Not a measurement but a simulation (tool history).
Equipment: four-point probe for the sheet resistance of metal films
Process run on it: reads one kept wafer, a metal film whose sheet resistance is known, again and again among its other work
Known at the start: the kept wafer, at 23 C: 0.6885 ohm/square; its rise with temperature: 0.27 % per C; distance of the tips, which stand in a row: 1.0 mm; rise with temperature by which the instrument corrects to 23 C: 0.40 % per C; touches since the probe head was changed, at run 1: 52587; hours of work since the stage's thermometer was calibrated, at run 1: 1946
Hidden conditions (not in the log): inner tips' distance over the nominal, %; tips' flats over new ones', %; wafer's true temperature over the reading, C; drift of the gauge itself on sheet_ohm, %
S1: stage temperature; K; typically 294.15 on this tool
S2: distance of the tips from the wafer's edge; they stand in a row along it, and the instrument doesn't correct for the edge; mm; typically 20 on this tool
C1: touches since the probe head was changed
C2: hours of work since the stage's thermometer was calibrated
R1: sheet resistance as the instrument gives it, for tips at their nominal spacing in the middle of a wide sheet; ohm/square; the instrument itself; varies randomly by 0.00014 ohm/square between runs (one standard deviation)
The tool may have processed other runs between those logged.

Run 1, hour 0: usual settings; C1 52587; C2 1946. Result: R1 0.694802 ohm/square.
Run 2, hour 43.3: usual settings; C1 54596; C2 1978. Result: R1 0.695057 ohm/square.
Run 3, hour 114.2: usual settings but S2 47 mm; C1 57882; C2 2031. Result: R1 0.694366 ohm/square.
Run 4, hour 192.7: usual settings but S1 292.15 K; C1 61520; C2 2089. Result: R1 0.69744 ohm/square.
Run 5, hour 238.8: usual settings but S1 292.15 K; C1 63660; C2 2123. Result: R1 0.697149 ohm/square.
Run 6, hour 272.1: usual settings but S1 292.15 K; C1 65203; C2 2148. Result: R1 0.697534 ohm/square.
Run 7, hour 340.8: usual settings but S1 292.15 K; C1 68388; C2 2199. Result: R1 0.697632 ohm/square.
Run 8, hour 377.1: usual settings but S2 14 mm; C1 70069; C2 2226. Result: R1 0.696781 ohm/square.
Run 9, hour 444.2: usual settings but S1 296.15 K, S2 19 mm; C1 73184; C2 2275. Result: R1 0.694339 ohm/square.
Run 10, hour 516.1: usual settings but S1 303.15 K, S2 4 mm; C1 76517; C2 2329. Result: R1 0.709628 ohm/square.
At hour 523.4: stage's thermometer calibrated.
Run 11, hour 593.1: usual settings but S1 303.15 K, S2 45 mm; C1 80063; C2 52. Result: R1 0.688099 ohm/square.
Run 12, hour 632.3: usual settings but S1 299.15 K, S2 15 mm; C1 81880; C2 81. Result: R1 0.693396 ohm/square.
Run 13, hour 670.6: usual settings but S2 57 mm; C1 83657; C2 109. Result: R1 0.696248 ohm/square.
Run 14, hour 748.2: usual settings but S1 302.15 K, S2 16 mm; C1 87251; C2 167. Result: R1 0.690589 ohm/square.
At hour 797.3: stage's thermometer calibrated, once more.
Run 15, hour 811.5: usual settings but S1 293.15 K, S2 4 mm; C1 90165; C2 11. Result: R1 0.717725 ohm/square.

How the hidden state differs across the entries between the runs, from the last listed run before each to the first after it:
From run 10 to run 11: stage's thermometer calibrated (hour 523.4)
  inner tips' distance over the nominal, %: 0.479 -> 0.498; tips' flats over new ones', %: 26 -> 27; wafer's true temperature over the reading, C: 0.71 -> 1.02
  what was measured, less what the result would be without the hidden state, R1: +0.004995 -> +0.005566 ohm/square
From run 14 to run 15: stage's thermometer calibrated, once more (hour 797.3)
  inner tips' distance over the nominal, %: 0.534 -> 0.549; tips' flats over new ones', %: 30 -> 31; wafer's true temperature over the reading, C: 1.06 -> -0.03
  what was measured, less what the result would be without the hidden state, R1: +0.005923 -> +0.004175 ohm/square

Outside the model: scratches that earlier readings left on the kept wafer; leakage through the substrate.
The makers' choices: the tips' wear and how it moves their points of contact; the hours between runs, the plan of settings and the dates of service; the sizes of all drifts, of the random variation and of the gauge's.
